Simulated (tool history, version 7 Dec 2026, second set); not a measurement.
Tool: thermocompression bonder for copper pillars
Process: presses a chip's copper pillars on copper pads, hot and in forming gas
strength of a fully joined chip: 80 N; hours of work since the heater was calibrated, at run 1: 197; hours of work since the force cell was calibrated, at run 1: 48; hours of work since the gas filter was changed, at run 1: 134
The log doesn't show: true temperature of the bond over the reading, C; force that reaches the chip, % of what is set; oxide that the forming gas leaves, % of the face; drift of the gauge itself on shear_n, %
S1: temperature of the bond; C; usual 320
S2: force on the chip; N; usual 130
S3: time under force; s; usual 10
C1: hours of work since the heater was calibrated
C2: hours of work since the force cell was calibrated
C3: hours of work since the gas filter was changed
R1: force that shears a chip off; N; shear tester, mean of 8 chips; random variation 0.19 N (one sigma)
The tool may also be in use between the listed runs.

{"run": 1, "hour": 0.0, "S1": 320, "S2": 130, "S3": 10, "C1": 197, "C2": 48, "C3": 134, "R1": 48.7}
{"run": 2, "hour": 49.1, "S1": 304, "S2": 130, "S3": 10, "C1": 229, "C2": 80, "C3": 166, "R1": 43.1}
{"run": 3, "hour": 127.8, "S1": 304, "S2": 130, "S3": 10, "C1": 280, "C2": 131, "C3": 217, "R1": 42.9}
{"run": 4, "hour": 177.9, "S1": 304, "S2": 130, "S3": 25, "C1": 313, "C2": 164, "C3": 250, "R1": 54.7}
{"run": 5, "hour": 235.9, "S1": 320, "S2": 130, "S3": 17, "C1": 350, "C2": 201, "C3": 287, "R1": 54.3}
{"run": 6, "hour": 287.6, "S1": 320, "S2": 183, "S3": 17, "C1": 384, "C2": 235, "C3": 321, "R1": 62.2}
{"run": 7, "hour": 360.4, "S1": 320, "S2": 183, "S3": 17, "C1": 431, "C2": 282, "C3": 368, "R1": 61.5}
{"hour": 399.4, "done": "forming gas filter changed"}
{"run": 8, "hour": 408.4, "S1": 320, "S2": 183, "S3": 17, "C1": 462, "C2": 313, "C3": 6, "R1": 67.6}
{"run": 9, "hour": 491.0, "S1": 320, "S2": 153, "S3": 17, "C1": 515, "C2": 366, "C3": 59, "R1": 62.4}
{"run": 10, "hour": 580.8, "S1": 320, "S2": 153, "S3": 17, "C1": 573, "C2": 424, "C3": 118, "R1": 61.9}
{"run": 11, "hour": 659.7, "S1": 320, "S2": 130, "S3": 14, "C1": 625, "C2": 475, "C3": 169, "R1": 54.7}
{"run": 12, "hour": 732.2, "S1": 320, "S2": 130, "S3": 14, "C1": 671, "C2": 522, "C3": 216, "R1": 54.1}
{"run": 13, "hour": 821.2, "S1": 296, "S2": 130, "S3": 10, "C1": 729, "C2": 580, "C3": 273, "R1": 41.1}
{"run": 14, "hour": 913.2, "S1": 296, "S2": 130, "S3": 10, "C1": 789, "C2": 640, "C3": 333, "R1": 40.3}
{"run": 15, "hour": 981.1, "S1": 296, "S2": 130, "S3": 10, "C1": 833, "C2": 684, "C3": 377, "R1": 40.3}
{"hour": 1008.0, "done": "forming gas filter changed"}
{"run": 16, "hour": 1034.0, "S1": 296, "S2": 130, "S3": 10, "C1": 867, "C2": 718, "C3": 17, "R1": 44.1}
{"run": 17, "hour": 1092.6, "S1": 320, "S2": 130, "S3": 10, "C1": 905, "C2": 756, "C3": 55, "R1": 52.4}
{"run": 18, "hour": 1168.1, "S1": 320, "S2": 130, "S3": 10, "C1": 954, "C2": 804, "C3": 104, "R1": 51.6}
{"run": 19, "hour": 1244.2, "S1": 320, "S2": 130, "S3": 10, "C1": 1003, "C2": 854, "C3": 153, "R1": 51.5}
{"run": 20, "hour": 1328.7, "S1": 320, "S2": 130, "S3": 10, "C1": 1058, "C2": 909, "C3": 208, "R1": 50.7}
{"run": 21, "hour": 1386.9, "S1": 346, "S2": 99, "S3": 10, "C1": 1095, "C2": 946, "C3": 246, "R1": 51.1}
{"run": 22, "hour": 1447.1, "S1": 293, "S2": 193, "S3": 27, "C1": 1134, "C2": 985, "C3": 284, "R1": 64.2}
{"hour": 1455.1, "done": "force cell calibrated"}
{"run": 23, "hour": 1533.4, "S1": 299, "S2": 124, "S3": 10, "C1": 1189, "C2": 51, "C3": 339, "R1": 39.5}
{"run": 24, "hour": 1594.8, "S1": 303, "S2": 159, "S3": 25, "C1": 1229, "C2": 90, "C3": 379, "R1": 58.2}
{"hour": 1620.1, "done": "forming gas filter changed"}
{"run": 25, "hour": 1681.3, "S1": 325, "S2": 90, "S3": 13, "C1": 1285, "C2": 146, "C3": 40, "R1": 46.8}
{"run": 26, "hour": 1748.1, "S1": 339, "S2": 98, "S3": 6, "C1": 1328, "C2": 190, "C3": 83, "R1": 42.5}
{"run": 27, "hour": 1806.2, "S1": 339, "S2": 98, "S3": 6, "C1": 1366, "C2": 227, "C3": 121, "R1": 42}
{"hour": 1893.8, "done": "heater calibrated with a thermocouple chip"}
{"run": 28, "hour": 1898.5, "S1": 320, "S2": 109, "S3": 20, "C1": 3, "C2": 286, "C3": 179, "R1": 52.5}
{"run": 29, "hour": 1940.7, "S1": 320, "S2": 109, "S3": 20, "C1": 30, "C2": 313, "C3": 206, "R1": 52.3}
{"run": 30, "hour": 2036.7, "S1": 320, "S2": 130, "S3": 6, "C1": 93, "C2": 375, "C3": 269, "R1": 39.9}
{"run": 31, "hour": 2109.5, "S1": 308, "S2": 130, "S3": 7, "C1": 140, "C2": 422, "C3": 316, "R1": 37.8}
{"run": 32, "hour": 2166.5, "S1": 308, "S2": 132, "S3": 7, "C1": 177, "C2": 459, "C3": 353, "R1": 37.9}
{"hour": 2232.6, "done": "forming gas filter changed"}
{"run": 33, "hour": 2243.5, "S1": 307, "S2": 144, "S3": 5, "C1": 226, "C2": 509, "C3": 7, "R1": 39.3}
{"run": 34, "hour": 2294.2, "S1": 320, "S2": 105, "S3": 10, "C1": 259, "C2": 542, "C3": 40, "R1": 44.2}
{"run": 35, "hour": 2350.3, "S1": 299, "S2": 158, "S3": 7, "C1": 295, "C2": 578, "C3": 76, "R1": 43.3}
{"run": 36, "hour": 2418.8, "S1": 299, "S2": 158, "S3": 7, "C1": 340, "C2": 622, "C3": 121, "R1": 43.3}
{"run": 37, "hour": 2495.4, "S1": 299, "S2": 158, "S3": 7, "C1": 389, "C2": 672, "C3": 170, "R1": 42.6}
{"run": 38, "hour": 2542.4, "S1": 311, "S2": 136, "S3": 17, "C1": 420, "C2": 703, "C3": 201, "R1": 54.7}
{"run": 39, "hour": 2623.6, "S1": 311, "S2": 136, "S3": 17, "C1": 473, "C2": 755, "C3": 253, "R1": 54.4}

Forecast each of these 4 alternatives for the next run:
{"run": "A", "hour": 2665.7, "S1": 311, "S2": 136, "S3": 19, "C1": 500, "C2": 782, "C3": 281, "R1": "?"}
{"run": "B", "hour": 2665.7, "S1": 329, "S2": 136, "S3": 17, "C1": 500, "C2": 782, "C3": 281, "R1": "?"}
{"run": "C", "hour": 2665.7, "S1": 316, "S2": 93, "S3": 12, "C1": 500, "C2": 782, "C3": 281, "R1": "?"}
{"run": "D", "hour": 2665.7, "S1": 307, "S2": 102, "S3": 13, "C1": 500, "C2": 782, "C3": 281, "R1": "?"}

run=A R1=55.5
run=B R1=59.1
run=C R1=40.7
run=D R1=41.4
Without the tool's hidden state the same runs would have given:
run=A R1=57.1
run=B R1=61.2
run=C R1=41.2
run=D R1=41.9
